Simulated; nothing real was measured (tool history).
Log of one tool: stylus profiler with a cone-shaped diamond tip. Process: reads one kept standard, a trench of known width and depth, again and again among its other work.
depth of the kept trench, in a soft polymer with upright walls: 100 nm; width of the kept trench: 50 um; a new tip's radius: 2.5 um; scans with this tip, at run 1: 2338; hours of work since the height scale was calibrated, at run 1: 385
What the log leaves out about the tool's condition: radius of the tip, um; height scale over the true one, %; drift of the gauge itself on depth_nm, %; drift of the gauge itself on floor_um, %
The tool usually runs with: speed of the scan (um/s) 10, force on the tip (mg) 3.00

| run | hour | speed of the scan (um/s) | force on the tip (mg) | scans with this tip | hours of work since the height scale was calibrated | depth of the trench (Å) | width of the trench's floor (nm) |
|---|---|---|---|---|---|---|---|
| 1 | 0.0 | 10 | 3.00 | 2338 | 385 | 1013.8 | 48550 |
| 2 | 24.7 | 10 | 3.00 | 2452 | 403 | 1014.4 | 48540 |
| 3 | 69.9 | 10 | 3.51 | 2662 | 438 | 1015.6 | 48560 |
| 4 | 114.5 | 10 | 3.00 | 2868 | 472 | 1014.8 | 48560 |
| 5 | 163.9 | 10 | 3.00 | 3096 | 509 | 1013.3 | 48550 |
| 6 | 191.9 | 10 | 3.00 | 3226 | 531 | 1014.4 | 48540 |
| 7 | 241.3 | 6 | 3.00 | 3454 | 568 | 1013.2 | 48540 |
| 8 | 290.5 | 6 | 3.00 | 3682 | 606 | 1014.3 | 48560 |
| 9 | 335.7 | 6 | 3.00 | 3891 | 640 | 1014.2 | 48540 |
| 10 | 368.0 | 6 | 3.00 | 4040 | 665 | 1014.6 | 48550 |
| 11 | 402.6 | 6 | 3.00 | 4200 | 691 | 1016.5 | 48550 |
| 12 | 448.3 | 10 | 3.00 | 4411 | 726 | 1014.1 | 48520 |
| 13 | 491.8 | 10 | 2.33 | 4612 | 759 | 1012.4 | 48530 |
| 14 | 533.6 | 10 | 4.65 | 4806 | 791 | 1019.4 | 48580 |
| 15 | 581.0 | 10 | 3.00 | 5025 | 827 | 1013.5 | 48580 |
| 16 | 605.9 | 10 | 3.00 | 5140 | 846 | 1013.5 | 48570 |
| 17 | 637.4 | 10 | 3.00 | 5286 | 870 | 1014.8 | 48570 |
| 18 | 682.7 | 10 | 3.00 | 5495 | 904 | 1014.3 | 48580 |
| 19 | 738.5 | 10 | 3.00 | 5753 | 946 | 1014.9 | 48550 |
| 20 | 790.5 | 35 | 2.05 | 5994 | 986 | 1011.4 | 48360 |
| 21 | 833.4 | 2 | 5.80 | 6192 | 1019 | 1022.2 | 48610 |
| 22 | 880.5 | 10 | 5.16 | 6410 | 1054 | 1020.4 | 48530 |
| 23 | 922.1 | 4 | 5.14 | 6602 | 1086 | 1020.7 | 48610 |
| 24 | 954.6 | 23 | 4.18 | 6753 | 1111 | 1017.5 | 48490 |
| 25 | 988.6 | 10 | 1.86 | 6910 | 1137 | 1011.3 | 48560 |
| 26 | 1012.2 | 2 | 3.50 | 7019 | 1155 | 1017.0 | 48610 |
| 27 | 1049.4 | 2 | 3.50 | 7191 | 1183 | 1015.4 | 48620 |
| 28 | 1095.7 | 3 | 1.85 | 7405 | 1218 | 1012.6 | 48600 |
| 29 | 1118.6 | 3 | 1.85 | 7511 | 1236 | 1010.1 | 48570 |
| 30 | 1169.5 | 6 | 3.92 | 7747 | 1274 | 1018.0 | 48540 |
| 31 | 1224.6 | 5 | 2.30 | 8001 | 1316 | 1013.0 | 48580 |
| 32 | 1277.5 | 5 | 2.30 | 8246 | 1357 | 1012.5 | 48590 |
| 33 | 1302.8 | 10 | 3.00 | 8363 | 1376 | 1015.7 | 48550 |
| 34 | 1336.0 | 17 | 7.48 | 8516 | 1401 | 1026.5 | 48520 |

Below are 3 alternative next runs, each starting from the tool's condition after run 34. Predict each:
| A | 1376.5 | 17 | 4.17 | 8704 | 1432 | ? | ? |
| B | 1376.5 | 13 | 3.00 | 8704 | 1432 | ? | ? |
| C | 1376.5 | 17 | 7.17 | 8704 | 1432 | ? | ? |

| run | depth of the trench (Å) | width of the trench's floor (nm) |
|---|---|---|
| A | 1018.0 | 48500 |
| B | 1013.5 | 48520 |
| C | 1025.8 | 48590 |
Without the tool's unlogged condition, the same runs would have read:
| run | depth of the trench (Å) | width of the trench's floor (nm) |
|---|---|---|
| A | 1017.9 | 48510 |
| B | 1013.4 | 48530 |
| C | 1025.7 | 48590 |
